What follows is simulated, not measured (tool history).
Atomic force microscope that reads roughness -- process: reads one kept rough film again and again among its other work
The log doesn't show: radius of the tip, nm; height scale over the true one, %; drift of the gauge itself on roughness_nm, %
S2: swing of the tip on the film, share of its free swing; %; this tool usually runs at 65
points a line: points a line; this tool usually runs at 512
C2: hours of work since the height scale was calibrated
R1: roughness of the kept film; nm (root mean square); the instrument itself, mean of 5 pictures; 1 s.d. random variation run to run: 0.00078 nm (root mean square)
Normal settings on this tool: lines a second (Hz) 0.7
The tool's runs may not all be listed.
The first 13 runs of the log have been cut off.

At hour 492.3: height scale calibrated on a step standard.
Run 14, hour 524.5: usual settings; pictures with this tip 119; C2 16. Result: R1 0.7148 nm (root mean square).
Run 15, hour 561.4: usual settings; pictures with this tip 158; C2 35. Result: R1 0.7143 nm (root mean square).
Run 16, hour 590.9: usual settings; pictures with this tip 189; C2 49. Result: R1 0.7127 nm (root mean square).
At hour 605.7: height scale calibrated on a step standard, once more.
Run 17, hour 639: usual settings; pictures with this tip 238; C2 17. Result: R1 0.6965 nm (root mean square).
At hour 668.8: new tip fitted.
Run 18, hour 676.6: usual settings but points a line 481; pictures with this tip 8; C2 35. Result: R1 0.7071 nm (root mean square).
Run 19, hour 700.8: usual settings but lines a second (Hz) 0.541, S2 75 %; pictures with this tip 33; C2 47. Result: R1 0.7016 nm (root mean square).
Run 20, hour 743.3: usual settings but lines a second (Hz) 0.541, S2 56 %, points a line 378; pictures with this tip 78; C2 69. Result: R1 0.711 nm (root mean square).
Run 21, hour 780: usual settings but lines a second (Hz) 0.541, S2 56 %, points a line 378; pictures with this tip 116; C2 87. Result: R1 0.7093 nm (root mean square).
Run 22, hour 829.1: usual settings but S2 61 %, points a line 480; pictures with this tip 167; C2 111. Result: R1 0.7037 nm (root mean square).
Run 23, hour 881.3: usual settings but lines a second (Hz) 0.565, S2 58 %, points a line 382; pictures with this tip 222; C2 138. Result: R1 0.7041 nm (root mean square).
At hour 922.4: new tip fitted.
Run 24, hour 922.4: usual settings but lines a second (Hz) 1.696, S2 58 %, points a line 581; pictures with this tip 0; C2 158. Result: R1 0.7028 nm (root mean square).
Run 25, hour 956.8: usual settings but lines a second (Hz) 1.696, S2 58 %, points a line 581; pictures with this tip 36; C2 175. Result: R1 0.7015 nm (root mean square).
Run 26, hour 997.1: usual settings but lines a second (Hz) 1.696, S2 72 %, points a line 581; pictures with this tip 78; C2 195. Result: R1 0.6736 nm (root mean square).
Run 27, hour 1031.7: usual settings but lines a second (Hz) 3.263, S2 57 %, points a line 408; pictures with this tip 114; C2 213. Result: R1 0.6821 nm (root mean square).
Run 28, hour 1067.8: usual settings but lines a second (Hz) 3.263, S2 57 %, points a line 408; pictures with this tip 152; C2 231. Result: R1 0.6814 nm (root mean square).
Run 29, hour 1091.8: usual settings but lines a second (Hz) 0.986, S2 59 %, points a line 757; pictures with this tip 177; C2 243. Result: R1 0.7048 nm (root mean square).
Run 30, hour 1119.7: usual settings but lines a second (Hz) 2.389, S2 72 %; pictures with this tip 206; C2 257. Result: R1 0.651 nm (root mean square).
Run 31, hour 1174.2: usual settings but lines a second (Hz) 2.389, S2 72 %, points a line 405; pictures with this tip 263; C2 284. Result: R1 0.6469 nm (root mean square).
At hour 1178.9: new tip fitted.
Run 32, hour 1200.6: usual settings but lines a second (Hz) 2.116, S2 84 %, points a line 276; pictures with this tip 22; C2 297. Result: R1 0.6197 nm (root mean square).
Run 33, hour 1249.6: usual settings but lines a second (Hz) 1.374, S2 86 %, points a line 440; pictures with this tip 74; C2 321. Result: R1 0.6476 nm (root mean square).
Run 34, hour 1303: usual settings but lines a second (Hz) 1.374, S2 86 %, points a line 440; pictures with this tip 129; C2 348. Result: R1 0.6451 nm (root mean square).
Run 35, hour 1349.7: usual settings but S2 67 %, points a line 723; pictures with this tip 178; C2 371. Result: R1 0.7022 nm (root mean square).

Below are 4 alternative next runs, each starting from the tool's condition after run 35. Predict each:
Run A, hour 1383.4: usual settings but S2 60 %, points a line 561; pictures with this tip 214; C2 388. Result: R1 ?.
Run B, hour 1383.4: usual settings but lines a second (Hz) 0.567, S2 74 %, points a line 723; pictures with this tip 214; C2 388. Result: R1 ?.
Run C, hour 1383.4: usual settings but lines a second (Hz) 0.505; pictures with this tip 214; C2 388. Result: R1 ?.
Run D, hour 1383.4: usual settings but points a line 273; pictures with this tip 214; C2 388. Result: R1 ?.

run      R1
  A  0.7051
  B  0.6973
  C  0.7037
  D  0.6972
Stripped of hidden state, with their random variation kept, the same runs would have yielded:
run      R1
  A  0.7122
  B  0.7044
  C  0.7108
  D  0.7042

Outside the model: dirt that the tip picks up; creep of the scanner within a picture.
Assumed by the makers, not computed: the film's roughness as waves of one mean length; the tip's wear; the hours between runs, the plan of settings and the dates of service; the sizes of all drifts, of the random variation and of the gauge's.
